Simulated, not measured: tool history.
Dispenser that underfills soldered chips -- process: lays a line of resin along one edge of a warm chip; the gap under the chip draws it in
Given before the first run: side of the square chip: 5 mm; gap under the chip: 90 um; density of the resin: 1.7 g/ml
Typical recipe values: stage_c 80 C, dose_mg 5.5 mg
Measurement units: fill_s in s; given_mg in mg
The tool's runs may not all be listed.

Run 1, hour 0: usual settings. Result: fill_s 12.5 s, given_mg 5.13 mg.
Run 2, hour 6: usual settings but stage_c 71 C. Result: fill_s 24.5 s, given_mg 5.06 mg.
At hour 9.5: new syringe of resin.
Run 3, hour 10.9: usual settings but stage_c 71 C, dose_mg 6.96 mg. Result: fill_s 14.5 s, given_mg 6.45 mg.
Run 4, hour 19.4: usual settings but stage_c 71 C, dose_mg 6.96 mg. Result: fill_s 21.2 s, given_mg 6.4 mg.
At hour 25: new syringe of resin.
Run 5, hour 28.1: usual settings. Result: fill_s 11.3 s, given_mg 5.11 mg.
Run 6, hour 34.2: usual settings. Result: fill_s 13.7 s, given_mg 4.94 mg.
Run 7, hour 38.5: usual settings but stage_c 82 C. Result: fill_s 15.3 s, given_mg 4.87 mg.
At hour 40.9: new syringe of resin.
Run 8, hour 43.9: usual settings but stage_c 82 C. Result: fill_s 10.1 s, given_mg 5 mg.
Run 9, hour 51.6: usual settings but stage_c 82 C. Result: fill_s 13.8 s, given_mg 4.93 mg.
At hour 56.1: new syringe of resin.
Run 10, hour 58.1: usual settings but stage_c 82 C. Result: fill_s 9.2 s, given_mg 4.92 mg.
Run 11, hour 61.9: usual settings but stage_c 84 C. Result: fill_s 9.6 s, given_mg 4.81 mg.
Run 12, hour 67.3: usual settings but stage_c 84 C. Result: fill_s 12.9 s, given_mg 4.82 mg.
At hour 71.3: new syringe of resin.
Run 13, hour 73.6: usual settings but stage_c 84 C. Result: fill_s 8.1 s, given_mg 4.83 mg.
Run 14, hour 81.3: usual settings but dose_mg 4.92 mg. Result: fill_s 14.5 s, given_mg 4.35 mg.
At hour 86.7: new syringe of resin.
Run 15, hour 89.9: usual settings but stage_c 69 C. Result: fill_s 18.3 s, given_mg 4.83 mg.
Run 16, hour 98.9: usual settings but stage_c 76 C. Result: fill_s 20.2 s, given_mg 4.67 mg.
At hour 102: new syringe of resin.
At hour 103.5: dispensing valve cleaned and set on the balance.
Run 17, hour 105.2: usual settings but dose_mg 5.06 mg. Result: fill_s 10 s, given_mg 5.03 mg.
Run 18, hour 112.9: usual settings. Result: fill_s 13.8 s, given_mg 5.43 mg.
At hour 118.3: new syringe of resin.
Run 19, hour 121.1: usual settings but stage_c 94 C. Result: fill_s 5.3 s, given_mg 5.48 mg.
Run 20, hour 130.5: usual settings but stage_c 94 C. Result: fill_s 8.3 s, given_mg 5.43 mg.
At hour 133.9: new syringe of resin.
Run 21, hour 138.8: usual settings but stage_c 88 C, dose_mg 7.2 mg. Result: fill_s 8 s, given_mg 7.11 mg.
Run 22, hour 147.2: usual settings but stage_c 71 C, dose_mg 7.2 mg. Result: fill_s 24.3 s, given_mg 7.06 mg.
At hour 149.4: new syringe of resin.
Run 23, hour 154.6: usual settings but stage_c 71 C, dose_mg 7.2 mg. Result: fill_s 16.9 s, given_mg 6.98 mg.
Run 24, hour 163.6: usual settings but stage_c 72 C, dose_mg 5.98 mg. Result: fill_s 24.4 s, given_mg 5.76 mg.
At hour 165.3: new syringe of resin.
Run 25, hour 172.7: usual settings but stage_c 93 C, dose_mg 6.43 mg. Result: fill_s 6.5 s, given_mg 6.15 mg.
Run 26, hour 176.8: usual settings but stage_c 93 C, dose_mg 6.43 mg. Result: fill_s 8.7 s, given_mg 6.19 mg.
At hour 180.6: new syringe of resin.
Run 27, hour 181.8: usual settings but stage_c 73 C, dose_mg 6.88 mg. Result: fill_s 12.8 s, given_mg 6.44 mg.
Run 28, hour 187.3: usual settings but stage_c 93 C, dose_mg 6.24 mg. Result: fill_s 6.6 s, given_mg 5.98 mg.
Run 29, hour 192.7: usual settings but dose_mg 4.84 mg. Result: fill_s 17.1 s, given_mg 4.51 mg.
At hour 196.2: new syringe of resin.
Run 30, hour 200.1: usual settings but stage_c 86 C, dose_mg 6.64 mg. Result: fill_s 8.4 s, given_mg 6.19 mg.
Run 31, hour 204.5: usual settings but stage_c 78 C, dose_mg 4.73 mg. Result: fill_s 15.2 s, given_mg 4.38 mg.
At hour 211.5: new syringe of resin.
Run 32, hour 212.7: usual settings but stage_c 78 C, dose_mg 4.73 mg. Result: fill_s 10.9 s, given_mg 4.28 mg.
Run 33, hour 222.1: usual settings but stage_c 92 C, dose_mg 7.16 mg. Result: fill_s 8.1 s, given_mg 6.58 mg.
At hour 227.2: new syringe of resin.
Run 34, hour 230.4: usual settings but stage_c 85 C. Result: fill_s 7.7 s, given_mg 5.05 mg.
Run 35, hour 235.3: usual settings but stage_c 85 C. Result: fill_s 10.2 s, given_mg 4.95 mg.
At hour 242.6: new syringe of resin.
Run 36, hour 243.3: usual settings but stage_c 91 C. Result: fill_s 5.5 s, given_mg 4.94 mg.

Consider 4 possible next runs. They are alternatives, not a sequence: every one starts from the tool as it was left by run 36. What does each give?
Run A, hour 251.2: usual settings but dose_mg 5.61 mg. Result: fill_s ?, given_mg ?.
Run B, hour 251.2: usual settings but stage_c 82 C, dose_mg 4.77 mg. Result: fill_s ?, given_mg ?.
Run C, hour 251.2: usual settings but stage_c 73 C. Result: fill_s ?, given_mg ?.
Run D, hour 251.2: usual settings but stage_c 91 C, dose_mg 5.62 mg. Result: fill_s ?, given_mg ?.

run  fill_s  given_mg
  A    13.6      5.09
  B    13.1      4.35
  C    19.6      4.94
  D     8.1      5.08
Take away the tool's hidden state, keep each run's random variation, and the runs would have read:
run  fill_s  given_mg
  A     9.3      5.65
  B     8.8      4.82
  C    13.7      5.49
  D     5.5      5.64
